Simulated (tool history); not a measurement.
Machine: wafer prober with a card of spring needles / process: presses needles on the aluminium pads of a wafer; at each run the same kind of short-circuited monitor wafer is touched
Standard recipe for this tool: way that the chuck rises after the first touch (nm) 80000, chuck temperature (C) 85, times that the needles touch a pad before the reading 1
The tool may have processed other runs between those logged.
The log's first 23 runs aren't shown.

run	day	way that the chuck rises after the first touch (nm)	chuck temperature (C)	times that the needles touch a pad before the reading	resistance of one needle with its contact and lead (mohm)	way that a needle slides on the pad (nm)
24	7.246	69000	44	2	260	18820
25	7.454	80000	35	1	257	21970
# day 7.733: tips cleaned on abrasive film
26	7.746	64000	66	1	269	17510
27	8.054	64000	66	1	270	17620
28	8.388	65000	46	3	261	17840
29	8.688	65000	46	2	264	17820
# day 8.779: tips cleaned on abrasive film
30	9.125	80000	85	2	276	21960
31	9.333	88000	85	2	274	24190
32	9.521	88000	85	2	272	24190
# day 9.821: tips cleaned on abrasive film
33	9.829	88000	85	2	267	24190
34	10.188	85000	35	2	257	23470

Predict each of these 3 candidate next runs independently; none follows another, all start after run 34:
A	10.588	78000	35	2	?	?
B	10.588	63000	79	2	?	?
C	10.588	78000	47	2	?	?

run	resistance of one needle with its contact and lead (mohm)	way that a needle slides on the pad (nm)
A	257	21490
B	271	17430
C	261	21520
Take away the tool's hidden state, keep each run's random variation, and the runs would have read:
run	resistance of one needle with its contact and lead (mohm)	way that a needle slides on the pad (nm)
A	257	21050
B	271	17070
C	261	21070
